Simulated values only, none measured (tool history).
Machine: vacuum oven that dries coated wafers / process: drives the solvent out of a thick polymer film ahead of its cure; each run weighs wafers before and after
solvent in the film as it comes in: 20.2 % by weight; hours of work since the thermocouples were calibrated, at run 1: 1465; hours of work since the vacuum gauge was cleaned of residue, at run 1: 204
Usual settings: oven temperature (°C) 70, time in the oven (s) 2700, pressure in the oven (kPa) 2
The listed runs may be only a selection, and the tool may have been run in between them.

run     day  oven temperature (°C)  time in the oven (s)  pressure in the oven (kPa)  hours of work since the thermocouples were calibrated  hours of work since the vacuum gauge was cleaned of residue  solvent left in the film (%)
  1       0                     70                  2700                           2                                                   1465                                                          204                          1.11
  2   0.342                     70                  2700                           2                                                   1470                                                          209                          1.12
  3   0.658                     70                  2700                           2                                                   1474                                                          213                          1.11
  4   0.912                     70                  4080                           2                                                   1478                                                          217                           0.7
  5   1.196                     70                  2400                           2                                                   1482                                                          221                          1.38
  6   1.425                     70                  3480                           2                                                   1485                                                          224                          0.81
  7    1.65                     70                  3480                           2                                                   1488                                                          228                          0.78
  8   2.154                     70                  3480                           2                                                   1496                                                          235                          0.79
  9   2.558                     70                  3480                           2                                                   1501                                                          240                           0.8
      2.662  -- vacuum gauge cleaned of residue and calibrated
 10   3.062                     70                  3480                           2                                                   1508                                                            6                          0.79
 11   3.562                     70                  3480                           2                                                   1515                                                           13                           0.8
 12   4.071                     70                  3480                           2                                                   1522                                                           20                          0.78
 13   4.312                     74                  2700                           2                                                   1525                                                           23                          0.68
 14   4.708                     74                  2700                           2                                                   1531                                                           29                          0.71
 15   4.996                     74                  2700                           2                                                   1535                                                           33                          0.69
      5.088  -- vacuum gauge cleaned of residue and calibrated, once more
 16   5.562                     84                  2820                           2                                                   1542                                                            7                          0.31
 17     5.8                     84                  2820                           2                                                   1546                                                           10                          0.33
 18   6.183                     84                  2820                           2                                                   1551                                                           16                          0.32
 19   6.538                     58                  1380                        1.65                                                   1556                                                           21                          8.14
 20   6.854                     58                  2400                        7.54                                                   1561                                                           25                          7.16
 21   7.238                     65                  1320                         3.1                                                   1566                                                           31                          5.81
 22   7.742                     72                  1320                         3.1                                                   1573                                                           38                          3.13
 23     8.2                     72                  1320                         3.1                                                   1580                                                           44                          3.14
 24    8.45                     55                  2280                        4.09                                                   1583                                                           48                          7.53
 25   8.921                     70                  2220                           2                                                   1590                                                           55                          1.54
 26   9.375                     70                  2220                           2                                                   1597                                                           61                          1.54
 27   9.871                     82                  1500                           2                                                   1604                                                           68                          0.61
 28  10.217                     72                  1620                           2                                                   1609                                                           73                          2.07
 29  10.675                     72                  1620                           2                                                   1615                                                           80                          2.05

Alternative continuations, all from the tool just after run 29; predict every row:
  A  11.017                     80                  3720                         1.5                                                   1620                                                           84                             ?
  B  11.017                     74                  2700                           2                                                   1620                                                           84                             ?
  C  11.017                     72                  1620                        1.49                                                   1620                                                           84                             ?
  D  11.017                     60                  2100                           2                                                   1620                                                           84                             ?
  E  11.017                     70                  1860                           2                                                   1620                                                           84                             ?

run  solvent left in the film (%)
  A                          0.29
  B                          0.66
  C                          1.93
  D                          4.99
  E                          2.09
Stripped of hidden state, with their random variation kept, the same runs would have yielded:
run  solvent left in the film (%)
  A                           0.3
  B                          0.76
  C                          2.28
  D                          5.54
  E                          2.44

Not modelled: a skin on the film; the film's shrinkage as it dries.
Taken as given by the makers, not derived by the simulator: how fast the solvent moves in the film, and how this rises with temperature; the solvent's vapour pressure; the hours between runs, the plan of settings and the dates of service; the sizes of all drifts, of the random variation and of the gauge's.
